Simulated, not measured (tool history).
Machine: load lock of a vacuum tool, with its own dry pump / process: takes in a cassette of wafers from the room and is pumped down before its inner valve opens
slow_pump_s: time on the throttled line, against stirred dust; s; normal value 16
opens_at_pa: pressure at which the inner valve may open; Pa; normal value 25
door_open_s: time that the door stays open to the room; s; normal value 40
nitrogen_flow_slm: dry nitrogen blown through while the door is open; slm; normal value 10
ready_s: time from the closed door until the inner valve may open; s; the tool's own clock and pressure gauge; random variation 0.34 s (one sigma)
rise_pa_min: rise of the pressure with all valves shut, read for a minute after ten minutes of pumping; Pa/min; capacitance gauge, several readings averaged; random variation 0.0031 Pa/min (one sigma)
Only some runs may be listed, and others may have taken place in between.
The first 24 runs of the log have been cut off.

run,hour,slow_pump_s,opens_at_pa,door_open_s,nitrogen_flow_slm,"incoming humidity of the room's air, %",ready_s,rise_pa_min
25,6083.5,13,36,76,11,45.9,24.4,0.102
26,6374.9,13,36,76,11,43.9,24.9,0.094
27,6602.6,13,36,69,11,45.2,24.5,0.096
28,6757.9,14,36,204,11,44.5,25.8,0.131
29,6951.4,12,25,152,10,40.0,24.6,0.114
30,7130.4,12,25,152,10,43.4,24.4,0.119
# hour 7193.7: dry pump taken out, an overhauled one fitted
31,7498.9,14,25,40,31,47.8,26.5,0.065
# hour 7564.7: door's seal changed, seat wiped
32,7823.5,22,26,55,6,46.5,31.8,0.098
33,8005.1,20,30,40,10,45.9,30.4,0.082

What if the next run were any one of these 4? Each begins from the tool's condition after run 33:
A,8325.0,14,43,97,10,43.3,?,?
B,8325.0,16,25,203,4,45.3,?,?
C,8325.0,20,30,73,10,46.4,?,?
D,8325.0,20,30,31,9,46.2,?,?

run,ready_s,rise_pa_min
A,24.4,0.105
B,26.8,0.158
C,30.7,0.103
D,30.1,0.080
With the hidden condition removed and each run's random variation left untouched, the same runs would have given:
run,ready_s,rise_pa_min
A,24.4,0.105
B,26.8,0.158
C,30.7,0.102
D,30.1,0.080

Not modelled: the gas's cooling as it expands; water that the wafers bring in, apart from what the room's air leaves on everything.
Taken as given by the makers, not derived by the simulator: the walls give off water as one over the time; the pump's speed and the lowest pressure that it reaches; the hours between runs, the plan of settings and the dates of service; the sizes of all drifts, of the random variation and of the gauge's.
